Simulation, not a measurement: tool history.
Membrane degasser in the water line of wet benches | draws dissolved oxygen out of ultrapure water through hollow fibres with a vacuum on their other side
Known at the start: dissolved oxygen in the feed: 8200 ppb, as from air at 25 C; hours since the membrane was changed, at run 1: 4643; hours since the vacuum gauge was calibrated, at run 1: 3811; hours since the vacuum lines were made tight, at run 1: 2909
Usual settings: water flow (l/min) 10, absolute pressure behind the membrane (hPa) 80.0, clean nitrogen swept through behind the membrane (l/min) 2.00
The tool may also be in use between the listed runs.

run    hour  water flow (l/min)  absolute pressure behind the membrane (hPa)  clean nitrogen swept through behind the membrane (l/min)  hours since the membrane was changed  hours since the vacuum gauge was calibrated  hours since the vacuum lines were made tight  dissolved oxygen in the water behind the degasser (ppb)  pressure that the water loses in the fibres (hPa)
  1     0.0                  10                                         80.0                                                      2.00                                  4643                                         3811                                          2909                                                    176.7                                              411.1
  2   148.1                  10                                         80.0                                                      2.00                                  4791                                         3959                                          3057                                                    179.8                                              413.4
  3   276.2                  12                                         80.0                                                      2.00                                  4919                                         4087                                          3185                                                    296.8                                              496.2
  4   354.4                  10                                         80.0                                                      2.00                                  4997                                         4165                                          3263                                                    179.6                                              415.7
  5   521.5                  10                                         80.0                                                      2.00                                  5164                                         4332                                          3430                                                    178.3                                              417.0
  6   611.8                  10                                         80.0                                                      2.00                                  5254                                         4422                                          3520                                                    179.3                                              414.1
  7   784.1                  10                                        125.8                                                      2.00                                  5427                                         4595                                          3693                                                    233.8                                              415.1
  8   903.9                  10                                        125.8                                                      2.00                                  5546                                         4714                                          3813                                                    235.0                                              414.1
  9  1032.4                  10                                         80.0                                                      0.91                                  5675                                         4843                                          3941                                                    248.4                                              417.9
 10  1129.7                  13                                        143.4                                                      0.91                                  5772                                         4940                                          4038                                                    630.1                                              545.7
 11  1230.8                  12                                         65.9                                                      3.11                                  5873                                         5041                                          4139                                                    262.7                                              498.9

The next listed run, before its measurement:
 12  1345.0                  14                                         69.9                                                      1.03                                  5988                                         5156                                          4254                                                        ?                                                  ?

Run 12 gave dissolved oxygen in the water behind the degasser (ppb) 481.9, pressure that the water loses in the fibres (hPa) 587.4.
Without the tool's hidden state the same run would have given dissolved oxygen in the water behind the degasser (ppb) 480.8, pressure that the water loses in the fibres (hPa) 581.2.
